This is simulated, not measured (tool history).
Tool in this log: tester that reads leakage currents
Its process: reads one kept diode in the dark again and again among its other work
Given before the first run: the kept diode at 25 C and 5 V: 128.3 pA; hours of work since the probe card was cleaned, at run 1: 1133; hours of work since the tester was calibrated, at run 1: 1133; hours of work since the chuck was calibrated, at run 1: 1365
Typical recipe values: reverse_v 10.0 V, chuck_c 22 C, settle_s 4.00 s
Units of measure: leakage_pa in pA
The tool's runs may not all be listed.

run    hour  reverse_v  chuck_c  settle_s  hours of work since the probe card was cleaned  hours of work since the tester was calibrated  hours of work since the chuck was calibrated  leakage_pa
  1     0.0       10.0       22      4.00                                            1133                                           1133                                          1365      146.10
      109.2  -- probe card cleaned and baked
  2   116.7       10.0       22      4.00                                               5                                           1213                                          1444      148.18
  3   275.4       13.5       22      4.00                                             117                                           1324                                          1556      166.76
  4   424.8       13.5       22      0.67                                             222                                           1429                                          1661      170.25
  5   597.3       13.5       23      0.67                                             343                                           1551                                          1782      184.85
  6   751.8       13.5       23      0.67                                             452                                           1659                                          1891      188.42
      931.3  -- chuck's temperature calibrated
  7  1009.8       13.5       23      0.67                                             632                                           1839                                            55      173.01
     1210.8  -- probe card cleaned and baked, once more
  8  1252.0        1.4       22      4.00                                              29                                           2007                                           223       64.23
  9  1488.1        1.4       22      4.00                                             195                                           2173                                           389       65.16
     1544.6  -- tester calibrated
 10  1675.0        1.4       22      4.00                                             325                                             92                                           519       65.06
 11  1802.1        4.5       22      4.00                                             414                                            181                                           609      100.36
 12  1990.4        4.5       22      4.00                                             547                                            313                                           741      100.94
 13  2196.2        4.5       57      4.00                                             692                                            458                                           886     1457.85
 14  2341.9       10.0       22      0.62                                             794                                            561                                           988      140.84
 15  2493.7       10.0       22      0.62                                             901                                            667                                          1095      141.64
 16  2741.0       10.0       22      4.00                                            1075                                            841                                          1269      142.68
     2916.6  -- probe card cleaned and baked
 17  2944.5       10.0       22      4.00                                              20                                            982                                          1410      138.61
 18  3083.2       10.0       22      4.00                                             117                                           1080                                          1508      140.31
 19  3215.2       10.0       22      4.00                                             210                                           1173                                          1600      141.38
 20  3398.5       10.0       22      4.00                                             339                                           1302                                          1729      141.93
 21  3563.7        8.6       22      1.67                                             455                                           1418                                          1845      135.94
 22  3791.2        7.5       44      2.71                                             615                                           1578                                          2005      740.33
     3810.7  -- chuck's temperature calibrated
 23  3996.7        6.9       47      4.90                                             758                                           1721                                           131      825.96
 24  4212.8        6.9       47      4.90                                             910                                           1873                                           283      826.31
 25  4341.8       16.4       31      8.94                                            1001                                           1963                                           373      342.50
 26  4535.5        9.4       47      0.39                                            1137                                           2100                                           510      937.87
     4627.8  -- probe card cleaned and baked
 27  4677.2       10.2       22      1.14                                              35                                           2197                                           607      135.50
     4703.5  -- tester calibrated
 28  4798.3       10.2       22      1.14                                             118                                             67                                           691      135.60
 29  4908.9       10.2       22      1.14                                             196                                            144                                           769      136.37
 30  5104.4       10.0       37      2.20                                             334                                            282                                           906      456.87
 31  5344.7        2.3       22      3.60                                             503                                            451                                          1075       80.08
 32  5559.8       10.8       22      7.78                                             654                                            602                                          1226      143.87
 33  5677.1       10.8       22      0.32                                             736                                            685                                          1309      147.68
 34  5912.3        1.4       22      0.45                                             902                                            850                                          1474       68.51
 35  6078.1        1.4       22      0.45                                            1018                                            967                                          1591       69.09
 36  6216.5        1.4       25      1.57                                            1116                                           1064                                          1688       89.03
     6340.8  -- probe card cleaned and baked
 37  6419.8        3.3       41      4.00                                              56                                           1205                                          1829      430.91
 38  6655.5        3.3       41      4.00                                             221                                           1370                                          1995      435.05
     6691.7  -- chuck's temperature calibrated
 39  6770.3        1.9       32      1.06                                             301                                           1450                                            55      163.39

Predict each of these 3 candidate next runs independently; none follows another, all start after run 39:
  A  7010.9       18.5       44      0.31                                             470                                           1619                                           224           ?
  B  7010.9        3.7       22      0.36                                             470                                           1619                                           224           ?
  C  7010.9       10.0       30      1.60                                             470                                           1619                                           224           ?

run  leakage_pa
  A      952.23
  B       93.70
  C      259.15
With no hidden state in the tool, these same runs would have given:
run  leakage_pa
  A      925.76
  B       90.45
  C      250.43
